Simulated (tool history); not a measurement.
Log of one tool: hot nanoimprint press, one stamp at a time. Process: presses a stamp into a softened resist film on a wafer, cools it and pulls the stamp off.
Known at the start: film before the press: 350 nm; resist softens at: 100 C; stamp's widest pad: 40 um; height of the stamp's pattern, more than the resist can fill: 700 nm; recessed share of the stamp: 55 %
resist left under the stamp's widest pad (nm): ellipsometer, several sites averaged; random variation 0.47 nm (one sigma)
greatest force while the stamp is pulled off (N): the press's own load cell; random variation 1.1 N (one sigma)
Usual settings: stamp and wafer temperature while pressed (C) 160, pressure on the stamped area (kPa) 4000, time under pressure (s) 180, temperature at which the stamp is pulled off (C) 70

run,hour,stamp and wafer temperature while pressed (C),pressure on the stamped area (kPa),time under pressure (s),temperature at which the stamp is pulled off (C),resist left under the stamp's widest pad (nm),greatest force while the stamp is pulled off (N)
1,0.0,160,4000,180,70,147.9,227
2,7.2,160,4000,245,70,130.2,228
3,16.2,160,4000,245,70,130.1,230
4,29.5,160,4000,245,70,130.5,231
# hour 43.1: stamp cleaned and given a new release coat
5,49.4,149,4000,180,70,228.5,209
6,62.9,149,4000,180,70,228.7,214
7,70.4,148,4000,180,70,237.0,214
8,80.3,148,4000,180,72,236.4,211
9,92.4,150,4000,180,72,220.5,211
10,101.0,150,4000,105,72,253.6,212
11,110.8,160,4000,180,72,149.5,213
12,116.6,160,4000,180,72,148.4,214
13,123.0,160,4000,108,70,180.6,218
14,136.5,160,4000,108,70,180.5,219
15,149.6,160,4000,180,70,148.8,220
16,158.7,169,5210,180,70,89.7,223
17,165.6,151,6040,318,77,148.2,209
18,175.3,151,6040,318,77,148.4,209
19,186.3,151,6040,318,77,148.4,209
# hour 190.4: plate thermocouple calibrated
20,199.4,164,4660,153,59,127.1,249
21,205.0,153,4660,153,72,199.5,222
22,216.3,160,3740,180,70,155.5,227
23,225.4,168,3740,250,70,98.0,227
24,232.2,160,4000,167,71,155.7,225
# hour 241.9: plate thermocouple calibrated, once more
25,247.6,160,4000,167,71,148.2,223
26,254.2,160,4000,234,70,127.8,227
27,261.5,160,4000,180,75,143.2,217
28,269.7,160,4000,180,75,143.6,218
# hour 280.7: stamp cleaned and given a new release coat
29,286.3,165,3200,180,70,128.3,212
30,294.0,165,3200,263,66,110.6,217

Forecast each of these 3 alternatives for the next run:
A,301.3,151,2660,200,66,?,?
B,301.3,160,2520,135,68,?,?
C,301.3,165,3200,336,66,?,?

run,resist left under the stamp's widest pad (nm),greatest force while the stamp is pulled off (N)
A,231.0,220
B,192.3,216
C,99.8,219
Without the tool's hidden state the same runs would have given:
run,resist left under the stamp's widest pad (nm),greatest force while the stamp is pulled off (N)
A,231.2,218
B,192.5,215
C,99.8,217
